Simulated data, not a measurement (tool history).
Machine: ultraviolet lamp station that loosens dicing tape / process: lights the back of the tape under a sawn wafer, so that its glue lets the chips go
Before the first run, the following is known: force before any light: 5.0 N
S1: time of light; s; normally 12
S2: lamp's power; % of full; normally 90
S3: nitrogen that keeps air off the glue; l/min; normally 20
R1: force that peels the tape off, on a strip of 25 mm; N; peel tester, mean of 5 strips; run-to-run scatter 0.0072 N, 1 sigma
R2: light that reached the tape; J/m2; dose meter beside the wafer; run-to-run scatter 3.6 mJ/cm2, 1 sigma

{"run": 1, "hour": 0.0, "S1": 12, "S2": 90, "S3": 20, "R1": 0.263, "R2": 6010}
{"run": 2, "hour": 34.1, "S1": 12, "S2": 90, "S3": 20, "R1": 0.254, "R2": 6080}
{"run": 3, "hour": 76.9, "S1": 12, "S2": 90, "S3": 11, "R1": 0.308, "R2": 6040}
{"run": 4, "hour": 125.7, "S1": 12, "S2": 90, "S3": 11, "R1": 0.319, "R2": 6090}
{"run": 5, "hour": 176.9, "S1": 12, "S2": 90, "S3": 24, "R1": 0.236, "R2": 6060}
{"run": 6, "hour": 208.3, "S1": 12, "S2": 90, "S3": 24, "R1": 0.251, "R2": 6000}
{"run": 7, "hour": 266.1, "S1": 12, "S2": 90, "S3": 24, "R1": 0.239, "R2": 6020}
{"run": 8, "hour": 301.7, "S1": 12, "S2": 90, "S3": 24, "R1": 0.233, "R2": 6060}
{"run": 9, "hour": 351.4, "S1": 12, "S2": 68, "S3": 20, "R1": 0.335, "R2": 4580}
{"run": 10, "hour": 407.6, "S1": 12, "S2": 97, "S3": 20, "R1": 0.258, "R2": 6530}
{"run": 11, "hour": 465.1, "S1": 12, "S2": 97, "S3": 20, "R1": 0.249, "R2": 6500}
{"run": 12, "hour": 506.4, "S1": 12, "S2": 97, "S3": 20, "R1": 0.249, "R2": 6470}
{"run": 13, "hour": 561.4, "S1": 12, "S2": 90, "S3": 13, "R1": 0.29, "R2": 6040}
{"run": 14, "hour": 614.5, "S1": 12, "S2": 90, "S3": 13, "R1": 0.294, "R2": 5940}
{"hour": 649.6, "done": "window cleaned of glue's vapour"}
{"run": 15, "hour": 655.6, "S1": 12, "S2": 90, "S3": 13, "R1": 0.306, "R2": 5990}
{"run": 16, "hour": 691.1, "S1": 12, "S2": 90, "S3": 20, "R1": 0.261, "R2": 5980}
{"run": 17, "hour": 738.3, "S1": 7, "S2": 90, "S3": 20, "R1": 0.481, "R2": 3520}
{"run": 18, "hour": 780.3, "S1": 7, "S2": 90, "S3": 20, "R1": 0.466, "R2": 3480}
{"run": 19, "hour": 822.4, "S1": 7, "S2": 90, "S3": 20, "R1": 0.46, "R2": 3520}
{"run": 20, "hour": 874.9, "S1": 7, "S2": 90, "S3": 20, "R1": 0.467, "R2": 3420}
{"run": 21, "hour": 899.2, "S1": 8, "S2": 90, "S3": 20, "R1": 0.388, "R2": 3990}
{"run": 22, "hour": 941.5, "S1": 8, "S2": 90, "S3": 20, "R1": 0.38, "R2": 3970}
{"run": 23, "hour": 974.0, "S1": 8, "S2": 90, "S3": 13, "R1": 0.484, "R2": 3930}
{"run": 24, "hour": 1002.3, "S1": 9, "S2": 86, "S3": 20, "R1": 0.376, "R2": 4250}
{"run": 25, "hour": 1049.0, "S1": 7, "S2": 86, "S3": 28, "R1": 0.446, "R2": 3270}
{"run": 26, "hour": 1090.3, "S1": 12, "S2": 64, "S3": 12, "R1": 0.466, "R2": 4140}
{"run": 27, "hour": 1141.0, "S1": 8, "S2": 92, "S3": 11, "R1": 0.506, "R2": 4020}
{"run": 28, "hour": 1185.5, "S1": 8, "S2": 92, "S3": 11, "R1": 0.533, "R2": 4030}
{"run": 29, "hour": 1231.5, "S1": 6, "S2": 90, "S3": 20, "R1": 0.591, "R2": 2950}

The next listed run, before its measurement:
{"hour": 1238.4, "done": "gauge calibrated"}
{"hour": 1274.2, "done": "lamp changed"}
{"run": 30, "hour": 1274.2, "S1": 6, "S2": 90, "S3": 20, "R1": "?", "R2": "?"}

R1: 0.599 N
R2: 3020 J/m2
Without the tool's hidden state the same run would have given R1 0.599 N, R2 3020 J/m2.
